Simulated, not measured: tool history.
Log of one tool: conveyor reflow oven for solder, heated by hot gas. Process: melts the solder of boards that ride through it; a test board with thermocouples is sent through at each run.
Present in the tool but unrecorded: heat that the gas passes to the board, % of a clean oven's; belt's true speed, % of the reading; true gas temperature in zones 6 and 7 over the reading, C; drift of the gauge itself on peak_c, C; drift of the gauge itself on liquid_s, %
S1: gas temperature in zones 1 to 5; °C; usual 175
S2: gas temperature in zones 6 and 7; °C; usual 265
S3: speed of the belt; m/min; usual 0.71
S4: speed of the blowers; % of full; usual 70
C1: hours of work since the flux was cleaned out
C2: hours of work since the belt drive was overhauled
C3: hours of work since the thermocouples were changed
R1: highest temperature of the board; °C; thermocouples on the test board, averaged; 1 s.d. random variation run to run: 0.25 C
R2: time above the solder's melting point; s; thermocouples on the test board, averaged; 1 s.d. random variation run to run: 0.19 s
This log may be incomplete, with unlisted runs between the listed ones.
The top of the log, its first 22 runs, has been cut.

Run 23, hour 410.1: usual settings but S3 0.733 m/min, S4 77 % of full; C1 177; C2 23; C3 710. Result: R1 251.7 °C, R2 43.2 s.
Run 24, hour 421.9: usual settings but S3 0.733 m/min, S4 77 % of full; C1 183; C2 29; C3 716. Result: R1 251.7 °C, R2 43.6 s.
At hour 433.8: belt drive overhauled, speed set with a stopwatch, once more.
Run 25, hour 436.9: usual settings but S2 269 °C, S3 0.615 m/min, S4 52 % of full; C1 189; C2 2; C3 722. Result: R1 254.4 °C, R2 52.7 s.
Run 26, hour 454.1: usual settings but S2 269 °C, S3 0.615 m/min, S4 52 % of full; C1 197; C2 10; C3 730. Result: R1 254.5 °C, R2 52.7 s.
Run 27, hour 473: usual settings but S1 180 °C, S2 274 °C, S3 0.822 m/min, S4 52 % of full; C1 207; C2 20; C3 740. Result: R1 248.9 °C, R2 36.3 s.
Run 28, hour 497.4: usual settings but S1 177 °C, S2 274 °C, S3 0.822 m/min, S4 52 % of full; C1 220; C2 32; C3 753. Result: R1 248.5 °C, R2 34.9 s.
Run 29, hour 522.2: usual settings but S1 177 °C, S2 274 °C, S3 0.822 m/min, S4 52 % of full; C1 232; C2 45; C3 765. Result: R1 247.9 °C, R2 34.8 s.
Run 30, hour 533.5: usual settings but S3 0.697 m/min; C1 238; C2 51; C3 771. Result: R1 250.6 °C, R2 44.6 s.

3 ways to go on from here, each from the tool as it stands after run 30. What would each give?
Run A, hour 545.7: usual settings but S2 262 °C, S3 0.634 m/min; C1 244; C2 57; C3 777. Result: R1 ?, R2 ?.
Run B, hour 545.7: usual settings but S2 275 °C, S3 0.697 m/min; C1 244; C2 57; C3 777. Result: R1 ?, R2 ?.
Run C, hour 545.7: usual settings but S1 161 °C, S3 0.73 m/min, S4 54 % of full; C1 244; C2 57; C3 777. Result: R1 ?, R2 ?.

run     R1    R2
  A  251.2    50
  B  259.7  48.8
  C  242.7  32.2
Had the tool no hidden state, the same runs would have come out as:
run     R1    R2
  A  251.1  50.7
  B  260.1  49.4
  C  243.4  33.3
